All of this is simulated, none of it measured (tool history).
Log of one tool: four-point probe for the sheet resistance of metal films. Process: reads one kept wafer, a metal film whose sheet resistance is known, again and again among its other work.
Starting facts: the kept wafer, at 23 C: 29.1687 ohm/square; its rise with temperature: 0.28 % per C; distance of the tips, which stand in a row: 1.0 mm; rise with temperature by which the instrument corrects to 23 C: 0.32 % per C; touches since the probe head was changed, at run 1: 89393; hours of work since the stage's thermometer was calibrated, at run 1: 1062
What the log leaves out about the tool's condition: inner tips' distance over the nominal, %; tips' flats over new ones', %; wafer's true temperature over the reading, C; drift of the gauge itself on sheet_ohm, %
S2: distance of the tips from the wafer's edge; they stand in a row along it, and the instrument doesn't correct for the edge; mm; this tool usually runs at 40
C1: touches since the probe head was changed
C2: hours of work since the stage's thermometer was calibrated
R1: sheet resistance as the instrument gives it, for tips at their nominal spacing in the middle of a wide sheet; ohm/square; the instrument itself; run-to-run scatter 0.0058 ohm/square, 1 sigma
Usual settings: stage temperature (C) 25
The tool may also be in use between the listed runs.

Run 1, hour 0: usual settings; C1 89393; C2 1062. Result: R1 29.023789 ohm/square.
Run 2, hour 32.2: usual settings; C1 90116; C2 1075. Result: R1 29.017744 ohm/square.
Run 3, hour 102.4: usual settings; C1 91691; C2 1104. Result: R1 29.007071 ohm/square.
Run 4, hour 144.5: usual settings; C1 92634; C2 1121. Result: R1 29.005356 ohm/square.
Run 5, hour 175.9: usual settings; C1 93340; C2 1134. Result: R1 29.013597 ohm/square.
Run 6, hour 239.1: usual settings; C1 94756; C2 1161. Result: R1 29.007519 ohm/square.
Run 7, hour 287.1: usual settings but S2 4 mm; C1 95834; C2 1180. Result: R1 29.954976 ohm/square.
Run 8, hour 354.8: usual settings but stage temperature (C) 26, S2 4 mm; C1 97352; C2 1208. Result: R1 29.926657 ohm/square.
Run 9, hour 422.6: usual settings but S2 8 mm; C1 98874; C2 1236. Result: R1 29.241783 ohm/square.
Run 10, hour 458.9: usual settings but S2 8 mm; C1 99688; C2 1252. Result: R1 29.225472 ohm/square.
Run 11, hour 529.3: usual settings but S2 8 mm; C1 101266; C2 1281. Result: R1 29.227481 ohm/square.
Run 12, hour 599.3: usual settings but stage temperature (C) 23, S2 8 mm; C1 102838; C2 1310. Result: R1 29.254375 ohm/square.
Run 13, hour 646: usual settings but stage temperature (C) 23, S2 8 mm; C1 103885; C2 1329. Result: R1 29.239012 ohm/square.
At hour 651: new probe head fitted.
Run 14, hour 701.4: usual settings but stage temperature (C) 23, S2 8 mm; C1 1131; C2 1351. Result: R1 29.469406 ohm/square.
Run 15, hour 747.4: usual settings but stage temperature (C) 23, S2 8 mm; C1 2164; C2 1370. Result: R1 29.460534 ohm/square.
Run 16, hour 791.1: usual settings but stage temperature (C) 29, S2 38 mm; C1 3144; C2 1389. Result: R1 29.150125 ohm/square.
Run 17, hour 827.4: usual settings but stage temperature (C) 19, S2 50 mm; C1 3957; C2 1404. Result: R1 29.273947 ohm/square.
Run 18, hour 867.2: usual settings but stage temperature (C) 19, S2 50 mm; C1 4851; C2 1420. Result: R1 29.273187 ohm/square.
Run 19, hour 908.7: usual settings but stage temperature (C) 19, S2 22 mm; C1 5782; C2 1437. Result: R1 29.293962 ohm/square.
Run 20, hour 978.1: usual settings but stage temperature (C) 28, S2 6 mm; C1 7338; C2 1466. Result: R1 29.57062 ohm/square.
Run 21, hour 1007.2: usual settings but stage temperature (C) 28, S2 6 mm; C1 7991; C2 1478. Result: R1 29.568621 ohm/square.
Run 22, hour 1043.8: usual settings but stage temperature (C) 33, S2 21 mm; C1 8813; C2 1493. Result: R1 29.116126 ohm/square.
Run 23, hour 1107.7: usual settings but S2 35 mm; C1 10245; C2 1520. Result: R1 29.184033 ohm/square.
Run 24, hour 1160.5: usual settings but stage temperature (C) 24, S2 17 mm; C1 11430; C2 1541. Result: R1 29.23579 ohm/square.
Run 25, hour 1227.6: usual settings but stage temperature (C) 18, S2 6 mm; C1 12934; C2 1569. Result: R1 29.703401 ohm/square.
Run 26, hour 1273.7: usual settings but stage temperature (C) 18, S2 6 mm; C1 13969; C2 1588. Result: R1 29.697778 ohm/square.
Run 27, hour 1325: usual settings but stage temperature (C) 18, S2 57 mm; C1 15120; C2 1609. Result: R1 29.254895 ohm/square.
Run 28, hour 1370.8: usual settings but S2 50 mm; C1 16149; C2 1628. Result: R1 29.160115 ohm/square.

Hidden condition of the tool, last listed run before each entry between runs versus first listed run after:
Between runs 13 and 14: new probe head fitted (hour 651)
  inner tips' distance over the nominal, %: -0.456 -> 0.236; tips' flats over new ones', %: 73 -> 1
  measured minus no-state result, R1: -0.167573 -> +0.051805 ohm/square

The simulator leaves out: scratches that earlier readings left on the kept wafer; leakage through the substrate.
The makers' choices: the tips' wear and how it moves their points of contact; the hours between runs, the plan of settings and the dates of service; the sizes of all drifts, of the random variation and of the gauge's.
